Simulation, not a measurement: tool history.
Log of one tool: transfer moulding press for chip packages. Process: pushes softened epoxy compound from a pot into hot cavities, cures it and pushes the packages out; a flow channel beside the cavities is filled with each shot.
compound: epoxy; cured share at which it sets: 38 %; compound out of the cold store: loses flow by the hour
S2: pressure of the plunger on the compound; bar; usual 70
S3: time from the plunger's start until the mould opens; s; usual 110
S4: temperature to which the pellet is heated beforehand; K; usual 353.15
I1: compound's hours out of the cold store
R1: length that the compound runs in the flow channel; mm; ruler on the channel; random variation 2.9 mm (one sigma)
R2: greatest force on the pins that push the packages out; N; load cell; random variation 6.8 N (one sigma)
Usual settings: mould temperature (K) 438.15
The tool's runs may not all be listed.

{"run": 1, "hour": 0.0, "mould temperature (K)": 438.15, "S2": 70, "S3": 110, "S4": 353.15, "I1": 14.3, "R1": 544, "R2": 520}
{"hour": 39.3, "done": "cavities cleaned with cleaning compound and waxed"}
{"run": 2, "hour": 72.4, "mould temperature (K)": 438.15, "S2": 70, "S3": 103, "S4": 353.15, "I1": 47.4, "R1": 501, "R2": 549}
{"run": 3, "hour": 109.9, "mould temperature (K)": 438.15, "S2": 70, "S3": 103, "S4": 353.15, "I1": 39.8, "R1": 505, "R2": 657}
{"hour": 115.5, "done": "cavities cleaned with cleaning compound and waxed"}
{"hour": 188.7, "done": "cavities cleaned with cleaning compound and waxed"}
{"run": 4, "hour": 188.7, "mould temperature (K)": 438.15, "S2": 70, "S3": 103, "S4": 353.15, "I1": 24, "R1": 515, "R2": 314}
{"run": 5, "hour": 247.4, "mould temperature (K)": 438.15, "S2": 76.5, "S3": 103, "S4": 353.15, "I1": 21.2, "R1": 531, "R2": 617}
{"hour": 264.7, "done": "cavities cleaned with cleaning compound and waxed"}
{"hour": 287.2, "done": "plunger's sealing rings changed"}
{"run": 6, "hour": 287.2, "mould temperature (K)": 438.15, "S2": 76.5, "S3": 103, "S4": 353.15, "I1": 29.6, "R1": 557, "R2": 497}
{"hour": 341.0, "done": "cavities cleaned with cleaning compound and waxed"}
{"run": 7, "hour": 360.2, "mould temperature (K)": 438.15, "S2": 76.5, "S3": 103, "S4": 353.15, "I1": 17.5, "R1": 565, "R2": 489}
{"hour": 415.2, "done": "cavities cleaned with cleaning compound and waxed"}
{"run": 8, "hour": 417.0, "mould temperature (K)": 434.15, "S2": 70, "S3": 110, "S4": 353.15, "I1": 26.6, "R1": 530, "R2": 346}
{"run": 9, "hour": 453.6, "mould temperature (K)": 434.15, "S2": 70, "S3": 110, "S4": 353.15, "I1": 17.6, "R1": 538, "R2": 674}
{"hour": 492.2, "done": "cavities cleaned with cleaning compound and waxed"}
{"run": 10, "hour": 497.8, "mould temperature (K)": 434.15, "S2": 70, "S3": 110, "S4": 353.15, "I1": 30.8, "R1": 517, "R2": 425}
{"run": 11, "hour": 559.5, "mould temperature (K)": 438.15, "S2": 70, "S3": 110, "S4": 353.15, "I1": 17.6, "R1": 510, "R2": 610}
{"hour": 567.9, "done": "cavities cleaned with cleaning compound and waxed"}
{"hour": 613.3, "done": "plunger's sealing rings changed"}
{"run": 12, "hour": 614.6, "mould temperature (K)": 438.15, "S2": 70, "S3": 110, "S4": 353.15, "I1": 37.1, "R1": 519, "R2": 550}
{"hour": 649.8, "done": "cavities cleaned with cleaning compound and waxed"}
{"run": 13, "hour": 675.1, "mould temperature (K)": 438.15, "S2": 70, "S3": 110, "S4": 353.15, "I1": 41.7, "R1": 508, "R2": 471}
{"hour": 722.3, "done": "cavities cleaned with cleaning compound and waxed"}
{"run": 14, "hour": 724.5, "mould temperature (K)": 438.15, "S2": 70, "S3": 110, "S4": 343.15, "I1": 9, "R1": 556, "R2": 322}
{"run": 15, "hour": 781.2, "mould temperature (K)": 438.15, "S2": 70, "S3": 110, "S4": 343.15, "I1": 14.6, "R1": 542, "R2": 601}
{"hour": 787.7, "done": "mould's thermocouples calibrated"}
{"hour": 800.0, "done": "cavities cleaned with cleaning compound and waxed"}
{"run": 16, "hour": 853.4, "mould temperature (K)": 430.15, "S2": 60.1, "S3": 133, "S4": 346.15, "I1": 22.8, "R1": 495, "R2": 614}
{"hour": 876.3, "done": "cavities cleaned with cleaning compound and waxed"}
{"run": 17, "hour": 915.4, "mould temperature (K)": 430.15, "S2": 60.1, "S3": 133, "S4": 346.15, "I1": 20.6, "R1": 491, "R2": 572}
{"hour": 943.8, "done": "plunger's sealing rings changed"}
{"hour": 952.0, "done": "cavities cleaned with cleaning compound and waxed"}
{"run": 18, "hour": 995.8, "mould temperature (K)": 430.15, "S2": 60.1, "S3": 108, "S4": 346.15, "I1": 13.5, "R1": 523, "R2": 945}
{"hour": 1025.1, "done": "cavities cleaned with cleaning compound and waxed"}
{"run": 19, "hour": 1069.0, "mould temperature (K)": 435.15, "S2": 60.1, "S3": 120, "S4": 346.15, "I1": 37.8, "R1": 480, "R2": 540}
{"hour": 1102.6, "done": "cavities cleaned with cleaning compound and waxed"}
{"run": 20, "hour": 1128.2, "mould temperature (K)": 435.15, "S2": 60.1, "S3": 120, "S4": 346.15, "I1": 46.9, "R1": 464, "R2": 454}
{"hour": 1177.5, "done": "cavities cleaned with cleaning compound and waxed"}
{"run": 21, "hour": 1201.9, "mould temperature (K)": 435.15, "S2": 60.1, "S3": 98, "S4": 359.15, "I1": 35.8, "R1": 466, "R2": 669}
{"hour": 1253.8, "done": "cavities cleaned with cleaning compound and waxed"}
{"hour": 1272.8, "done": "plunger's sealing rings changed"}
{"run": 22, "hour": 1275.0, "mould temperature (K)": 435.15, "S2": 60.1, "S3": 98, "S4": 359.15, "I1": 38.4, "R1": 485, "R2": 567}
{"run": 23, "hour": 1309.7, "mould temperature (K)": 435.15, "S2": 60.1, "S3": 102, "S4": 355.15, "I1": 34.8, "R1": 490, "R2": 720}
{"hour": 1329.2, "done": "cavities cleaned with cleaning compound and waxed"}
{"run": 24, "hour": 1370.6, "mould temperature (K)": 435.15, "S2": 60.1, "S3": 102, "S4": 355.15, "I1": 43.8, "R1": 470, "R2": 693}
{"hour": 1403.4, "done": "cavities cleaned with cleaning compound and waxed"}
{"run": 25, "hour": 1424.8, "mould temperature (K)": 435.15, "S2": 59.9, "S3": 135, "S4": 355.15, "I1": 42.9, "R1": 467, "R2": 395}

3 ways to go on from here, each from the tool as it stands after run 25. What would each give?
{"hour": 1480.7, "done": "cavities cleaned with cleaning compound and waxed"}
{"run": "A", "hour": 1497.0, "mould temperature (K)": 434.15, "S2": 70, "S3": 110, "S4": 353.15, "I1": 38.8, "R1": "?", "R2": "?"}
{"hour": 1480.7, "done": "cavities cleaned with cleaning compound and waxed"}
{"run": "B", "hour": 1497.0, "mould temperature (K)": 432.15, "S2": 62.3, "S3": 110, "S4": 353.15, "I1": 36.4, "R1": "?", "R2": "?"}
{"hour": 1480.7, "done": "cavities cleaned with cleaning compound and waxed"}
{"run": "C", "hour": 1497.0, "mould temperature (K)": 445.15, "S2": 59.9, "S3": 136, "S4": 362.15, "I1": 44.7, "R1": "?", "R2": "?"}

run=A R1=510 R2=505
run=B R1=484 R2=549
run=C R1=439 R2=363
Without the tool's hidden state the same runs would have given:
run=A R1=530 R2=328
run=B R1=503 R2=355
run=C R1=456 R2=241
